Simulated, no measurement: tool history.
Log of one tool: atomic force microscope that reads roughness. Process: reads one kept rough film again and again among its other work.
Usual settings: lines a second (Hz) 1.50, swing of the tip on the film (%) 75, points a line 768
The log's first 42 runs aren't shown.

run,hour,lines a second (Hz),swing of the tip on the film (%),points a line,pictures with this tip,hours of work since the height scale was calibrated,roughness of the kept film (nm (root mean square))
43,1383.2,1.50,75,743,117,1030,3.200
44,1404.3,1.50,75,743,150,1040,3.097
# hour 1429.0: new tip fitted
45,1435.3,1.50,75,743,10,1054,3.849
46,1476.6,0.92,75,319,74,1074,3.618
47,1504.7,1.50,75,488,118,1087,3.254
48,1538.2,1.03,61,768,170,1103,3.235
# hour 1551.6: new tip fitted
49,1575.1,0.68,60,355,37,1120,3.950
50,1594.1,2.32,86,768,66,1129,3.028

4 ways to go on from here, each from the tool as it stands after run 50. What would each give?
A,1624.1,1.58,79,996,113,1143,?
B,1624.1,2.18,75,768,113,1143,?
C,1624.1,2.32,76,395,113,1143,?
D,1624.1,3.03,75,303,113,1143,?

run,roughness of the kept film (nm (root mean square))
A,3.185
B,3.151
C,3.088
D,2.973
Without the tool's hidden state the same runs would have given:
run,roughness of the kept film (nm (root mean square))
A,3.767
B,3.729
C,3.654
D,3.516
